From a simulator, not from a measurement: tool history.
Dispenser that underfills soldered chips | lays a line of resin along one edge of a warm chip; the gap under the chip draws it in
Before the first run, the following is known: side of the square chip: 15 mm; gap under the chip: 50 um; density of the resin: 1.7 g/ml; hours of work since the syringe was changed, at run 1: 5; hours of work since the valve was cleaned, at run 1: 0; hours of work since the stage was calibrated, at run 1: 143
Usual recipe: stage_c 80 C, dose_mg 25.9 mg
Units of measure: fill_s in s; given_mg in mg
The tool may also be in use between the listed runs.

run	hour	stage_c	dose_mg	hours of work since the syringe was changed	hours of work since the valve was cleaned	hours of work since the stage was calibrated	fill_s	given_mg
1	0	80	25.9	5	0	143	309.3	25.94
# hour 6.5: new syringe of resin
2	6.8	80	25.9	0	5	148	230.1	25.69
3	17.9	80	33.2	9	13	157	362.5	32.85
# hour 19.9: new syringe of resin
4	25.3	80	29.3	4	19	162	285.3	28.75
# hour 33.9: new syringe of resin
5	34.5	80	25.9	0	25	169	237.2	25.16
6	44.1	80	25.9	8	33	176	355.4	25.22
# hour 47.6: new syringe of resin
7	55.7	80	25.9	6	41	185	333.1	25
# hour 61.4: new syringe of resin
8	62.5	80	25.9	1	46	190	239.7	24.91
9	67.3	76	25.9	5	50	193	337.4	24.98
# hour 75.3: new syringe of resin
10	75.9	76	24.1	0	56	200	278.6	23.12
11	80.7	76	24.1	4	60	203	334.8	23.18
# hour 88.8: new syringe of resin
12	88.8	80	22.6	0	66	209	247.8	21.7
13	94.8	80	22.6	5	70	214	320.5	21.37
# hour 102.6: new syringe of resin
14	104.1	80	23.5	1	77	221	247.9	22.31
15	113.1	80	22.8	8	84	227	387.2	21.59
# hour 116.3: new syringe of resin
16	120	80	25.9	3	89	232	273.5	24.26
17	128	80	25.9	9	95	238	382.7	24
# hour 129.9: new syringe of resin
18	133.3	78	22.8	3	99	242	296.5	21.14
19	140.7	80	23.9	8	104	248	378.4	22.19
# hour 143.3: new syringe of resin
# hour 145.1: dispensing valve cleaned and set on the balance
20	147.9	70	23.3	3	2	252	372	23.23
21	156	80	31.1	9	8	258	364.2	30.69
# hour 158.6: new syringe of resin
22	163.2	86	28.6	4	14	264	227.8	28.46
23	169	66	23.6	8	18	268	569.5	23.13
# hour 172.1: new syringe of resin
24	174	81	22.6	1	22	272	248.6	22.21
25	181.8	67	29.3	7	27	278	498.1	28.61
# hour 186.2: new syringe of resin
26	190.8	67	29.3	3	34	284	402.8	28.64
# hour 199.7: new syringe of resin
27	201.1	67	29.3	1	42	292	353.8	28.22
28	210.6	80	31.3	8	49	299	351.1	30.13
# hour 213.2: new syringe of resin
29	220.1	83	32.4	5	56	306	271.1	31.02
# hour 227.2: new syringe of resin
30	228.7	69	32.4	1	62	312	324.1	30.94
31	237.4	87	22.2	8	69	319	302.8	21.06
# hour 240.8: new syringe of resin
32	245.3	80	28.7	3	74	325	271.6	27.19
33	249.9	69	33.4	7	78	328	463.4	31.71
# hour 254.4: new syringe of resin
34	255.2	65	25.9	1	82	332	386.9	24.47

Hidden condition of the tool, last listed run before each entry between runs versus first listed run after:
Runs 1 to 2: new syringe of resin (hour 6.5)
  resin's viscosity, % of fresh resin's: 135.5 -> 102.6; dose that the valve gives, % of what is set: 99.85 -> 99.5; true chip temperature over the reading, C: 0.55 -> 0.56
  difference, measured minus the result without the unlogged condition, fill_s: +77.2 -> +2.1 s; given_mg: -0.04 -> -0.12 mg
Runs 3 to 4: new syringe of resin (hour 19.9)
  resin's viscosity, % of fresh resin's: 165.6 -> 125.9; dose that the valve gives, % of what is set: 98.92 -> 98.53; true chip temperature over the reading, C: 0.58 -> 0.6
  difference, measured minus the result without the unlogged condition, fill_s: +139.8 -> +55.1 s; given_mg: -0.36 -> -0.43 mg
Runs 4 to 5: new syringe of resin (hour 33.9)
  resin's viscosity, % of fresh resin's: 125.9 -> 102.5; dose that the valve gives, % of what is set: 98.53 -> 98.07; true chip temperature over the reading, C: 0.6 -> 0.61
  difference, measured minus the result without the unlogged condition, fill_s: +55.1 -> +2.6 s; given_mg: -0.43 -> -0.49 mg
Runs 6 to 7: new syringe of resin (hour 47.6)
  resin's viscosity, % of fresh resin's: 155.6 -> 143.2; dose that the valve gives, % of what is set: 97.62 -> 97.05; true chip temperature over the reading, C: 0.63 -> 0.66
  difference, measured minus the result without the unlogged condition, fill_s: +124.2 -> +97.6 s; given_mg: -0.61 -> -0.76 mg
Runs 7 to 8: new syringe of resin (hour 61.4)
  resin's viscosity, % of fresh resin's: 143.2 -> 105.9; dose that the valve gives, % of what is set: 97.05 -> 96.7; true chip temperature over the reading, C: 0.66 -> 0.67
  difference, measured minus the result without the unlogged condition, fill_s: +97.6 -> +10.8 s; given_mg: -0.76 -> -0.85 mg
Runs 9 to 10: new syringe of resin (hour 75.3)
  resin's viscosity, % of fresh resin's: 130.7 -> 102.7; dose that the valve gives, % of what is set: 96.42 -> 95.98; true chip temperature over the reading, C: 0.68 -> 0.7
  difference, measured minus the result without the unlogged condition, fill_s: +76.2 -> +5.3 s; given_mg: -0.93 -> -0.97 mg
Runs 11 to 12: new syringe of resin (hour 88.8)
  resin's viscosity, % of fresh resin's: 126.4 -> 101.2; dose that the valve gives, % of what is set: 95.72 -> 95.33; true chip temperature over the reading, C: 0.71 -> 0.72
  difference, measured minus the result without the unlogged condition, fill_s: +68.4 -> +2.9 s; given_mg: -1.04 -> -1.06 mg
Runs 13 to 14: new syringe of resin (hour 102.6)
  resin's viscosity, % of fresh resin's: 131.5 -> 107.2; dose that the valve gives, % of what is set: 95.02 -> 94.58; true chip temperature over the reading, C: 0.74 -> 0.76
  difference, measured minus the result without the unlogged condition, fill_s: +76.9 -> +16.7 s; given_mg: -1.12 -> -1.28 mg
Runs 15 to 16: new syringe of resin (hour 116.3)
  resin's viscosity, % of fresh resin's: 158.4 -> 118; dose that the valve gives, % of what is set: 94.15 -> 93.82; true chip temperature over the reading, C: 0.77 -> 0.79
  difference, measured minus the result without the unlogged condition, fill_s: +143.7 -> +40.3 s; given_mg: -1.34 -> -1.6 mg
Runs 17 to 18: new syringe of resin (hour 129.9)
  resin's viscosity, % of fresh resin's: 166.7 -> 114.6; dose that the valve gives, % of what is set: 93.39 -> 93.17; true chip temperature over the reading, C: 0.8 -> 0.81
  difference, measured minus the result without the unlogged condition, fill_s: +152.1 -> +39.6 s; given_mg: -1.71 -> -1.56 mg
Runs 19 to 20: new syringe of resin (hour 143.3); dispensing valve cleaned and set on the balance (hour 145.1)
  resin's viscosity, % of fresh resin's: 157.8 -> 117.6; dose that the valve gives, % of what is set: 92.78 -> 99.65; true chip temperature over the reading, C: 0.83 -> 0.84
  difference, measured minus the result without the unlogged condition, fill_s: +139.7 -> +47.5 s; given_mg: -1.73 -> -0.08 mg
Runs 21 to 22: new syringe of resin (hour 158.6)
  resin's viscosity, % of fresh resin's: 167 -> 121.8; dose that the valve gives, % of what is set: 99.26 -> 98.88; true chip temperature over the reading, C: 0.86 -> 0.87
  difference, measured minus the result without the unlogged condition, fill_s: +140.5 -> +36.2 s; given_mg: -0.23 -> -0.32 mg
Runs 23 to 24: new syringe of resin (hour 172.1)
  resin's viscosity, % of fresh resin's: 156 -> 106.9; dose that the valve gives, % of what is set: 98.58 -> 98.33; true chip temperature over the reading, C: 0.88 -> 0.89
  difference, measured minus the result without the unlogged condition, fill_s: +195.5 -> +11.5 s; given_mg: -0.34 -> -0.38 mg
Runs 25 to 26: new syringe of resin (hour 186.2)
  resin's viscosity, % of fresh resin's: 149.6 -> 121.9; dose that the valve gives, % of what is set: 97.95 -> 97.51; true chip temperature over the reading, C: 0.9 -> 0.92
  difference, measured minus the result without the unlogged condition, fill_s: +156 -> +63.6 s; given_mg: -0.6 -> -0.73 mg
Runs 26 to 27: new syringe of resin (hour 199.7)
  resin's viscosity, % of fresh resin's: 121.9 -> 106.8; dose that the valve gives, % of what is set: 97.51 -> 96.98; true chip temperature over the reading, C: 0.92 -> 0.94
  difference, measured minus the result without the unlogged condition, fill_s: +63.6 -> +13.9 s; given_mg: -0.73 -> -0.88 mg
Runs 28 to 29: new syringe of resin (hour 213.2)
  resin's viscosity, % of fresh resin's: 160.8 -> 133.1; dose that the valve gives, % of what is set: 96.49 -> 95.97; true chip temperature over the reading, C: 0.96 -> 0.98
  difference, measured minus the result without the unlogged condition, fill_s: +127.3 -> +62.1 s; given_mg: -1.09 -> -1.31 mg
Runs 29 to 30: new syringe of resin (hour 227.2)
  resin's viscosity, % of fresh resin's: 133.1 -> 106.3; dose that the valve gives, % of what is set: 95.97 -> 95.56; true chip temperature over the reading, C: 0.98 -> 1
  difference, measured minus the result without the unlogged condition, fill_s: +62.1 -> +10.5 s; given_mg: -1.31 -> -1.44 mg
Runs 31 to 32: new syringe of resin (hour 240.8)
  resin's viscosity, % of fresh resin's: 154.8 -> 121.2; dose that the valve gives, % of what is set: 95.14 -> 94.72; true chip temperature over the reading, C: 1.02 -> 1.03
  difference, measured minus the result without the unlogged condition, fill_s: +106 -> +42.6 s; given_mg: -1.07 -> -1.52 mg
Runs 33 to 34: new syringe of resin (hour 254.4)
  resin's viscosity, % of fresh resin's: 148.1 -> 104.2; dose that the valve gives, % of what is set: 94.49 -> 94.27; true chip temperature over the reading, C: 1.04 -> 1.05
  difference, measured minus the result without the unlogged condition, fill_s: +141.1 -> +8.8 s; given_mg: -1.85 -> -1.48 mg
